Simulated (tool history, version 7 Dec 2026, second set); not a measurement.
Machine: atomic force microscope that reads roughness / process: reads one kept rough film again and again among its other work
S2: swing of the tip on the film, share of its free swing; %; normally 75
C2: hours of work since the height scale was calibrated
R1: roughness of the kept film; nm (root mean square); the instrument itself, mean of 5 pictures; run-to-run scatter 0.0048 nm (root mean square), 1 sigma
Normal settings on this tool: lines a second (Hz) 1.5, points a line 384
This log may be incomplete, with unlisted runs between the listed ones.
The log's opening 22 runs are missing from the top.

{"hour": 670.4, "done": "new tip fitted"}
{"run": 23, "hour": 670.4, "lines a second (Hz)": 1.5, "S2": 75, "points a line": 470, "pictures with this tip": 0, "C2": 394, "R1": 2.471}
{"run": 24, "hour": 699.4, "lines a second (Hz)": 1.5, "S2": 75, "points a line": 384, "pictures with this tip": 52, "C2": 409, "R1": 2.44}
{"hour": 721.0, "done": "new tip fitted"}
{"run": 25, "hour": 736.3, "lines a second (Hz)": 1.5, "S2": 75, "points a line": 649, "pictures with this tip": 27, "C2": 428, "R1": 2.463}
{"hour": 771.3, "done": "new tip fitted"}
{"run": 26, "hour": 772.0, "lines a second (Hz)": 1.5, "S2": 75, "points a line": 649, "pictures with this tip": 2, "C2": 446, "R1": 2.481}
{"hour": 776.0, "done": "height scale calibrated on a step standard"}
{"run": 27, "hour": 797.4, "lines a second (Hz)": 1.5, "S2": 75, "points a line": 649, "pictures with this tip": 45, "C2": 11, "R1": 2.475}
{"hour": 819.9, "done": "new tip fitted"}
{"run": 28, "hour": 823.7, "lines a second (Hz)": 1.5, "S2": 75, "points a line": 649, "pictures with this tip": 7, "C2": 24, "R1": 2.48}
{"hour": 853.7, "done": "height scale calibrated on a step standard, once more"}
{"run": 29, "hour": 864.1, "lines a second (Hz)": 2.22, "S2": 77, "points a line": 649, "pictures with this tip": 77, "C2": 5, "R1": 2.366}
{"hour": 870.3, "done": "new tip fitted"}
{"run": 30, "hour": 884.5, "lines a second (Hz)": 1.5, "S2": 70, "points a line": 625, "pictures with this tip": 25, "C2": 16, "R1": 2.476}
{"run": 31, "hour": 916.4, "lines a second (Hz)": 0.63, "S2": 75, "points a line": 319, "pictures with this tip": 82, "C2": 32, "R1": 2.463}
{"hour": 920.6, "done": "new tip fitted"}
{"run": 32, "hour": 957.2, "lines a second (Hz)": 0.63, "S2": 75, "points a line": 319, "pictures with this tip": 66, "C2": 53, "R1": 2.471}
{"hour": 970.2, "done": "new tip fitted"}
{"run": 33, "hour": 989.9, "lines a second (Hz)": 1.78, "S2": 75, "points a line": 319, "pictures with this tip": 36, "C2": 70, "R1": 2.423}
{"hour": 1018.8, "done": "new tip fitted"}
{"run": 34, "hour": 1032.5, "lines a second (Hz)": 3.92, "S2": 76, "points a line": 384, "pictures with this tip": 25, "C2": 92, "R1": 2.309}
{"run": 35, "hour": 1058.8, "lines a second (Hz)": 0.77, "S2": 73, "points a line": 569, "pictures with this tip": 72, "C2": 105, "R1": 2.468}
{"hour": 1068.9, "done": "new tip fitted"}
{"run": 36, "hour": 1077.6, "lines a second (Hz)": 1.15, "S2": 84, "points a line": 305, "pictures with this tip": 16, "C2": 115, "R1": 2.42}
{"run": 37, "hour": 1105.4, "lines a second (Hz)": 1.15, "S2": 84, "points a line": 305, "pictures with this tip": 66, "C2": 129, "R1": 2.399}
{"hour": 1118.5, "done": "new tip fitted"}
{"run": 38, "hour": 1146.7, "lines a second (Hz)": 1.15, "S2": 84, "points a line": 305, "pictures with this tip": 50, "C2": 150, "R1": 2.411}
{"hour": 1168.1, "done": "new tip fitted"}
{"run": 39, "hour": 1185.5, "lines a second (Hz)": 1.15, "S2": 84, "points a line": 305, "pictures with this tip": 31, "C2": 170, "R1": 2.415}
{"run": 40, "hour": 1204.7, "lines a second (Hz)": 1.15, "S2": 84, "points a line": 305, "pictures with this tip": 65, "C2": 180, "R1": 2.408}
{"hour": 1218.9, "done": "new tip fitted"}
{"run": 41, "hour": 1224.3, "lines a second (Hz)": 1.15, "S2": 84, "points a line": 305, "pictures with this tip": 10, "C2": 190, "R1": 2.434}
{"run": 42, "hour": 1248.8, "lines a second (Hz)": 1.15, "S2": 84, "points a line": 305, "pictures with this tip": 54, "C2": 203, "R1": 2.404}
{"hour": 1266.8, "done": "new tip fitted"}
{"run": 43, "hour": 1274.8, "lines a second (Hz)": 1.15, "S2": 72, "points a line": 299, "pictures with this tip": 14, "C2": 216, "R1": 2.478}
{"run": 44, "hour": 1313.3, "lines a second (Hz)": 0.94, "S2": 67, "points a line": 299, "pictures with this tip": 84, "C2": 236, "R1": 2.47}
{"hour": 1314.8, "done": "new tip fitted"}
{"run": 45, "hour": 1357.3, "lines a second (Hz)": 0.98, "S2": 73, "points a line": 317, "pictures with this tip": 77, "C2": 258, "R1": 2.445}
{"hour": 1364.0, "done": "new tip fitted"}
{"run": 46, "hour": 1385.3, "lines a second (Hz)": 0.98, "S2": 73, "points a line": 317, "pictures with this tip": 38, "C2": 273, "R1": 2.463}

The next listed run, before its measurement:
{"run": 47, "hour": 1403.8, "lines a second (Hz)": 0.98, "S2": 73, "points a line": 317, "pictures with this tip": 71, "C2": 282, "R1": "?"}

R1: 2.454 nm (root mean square)
Without the tool's hidden state the same run would have given R1 2.498 nm (root mean square).
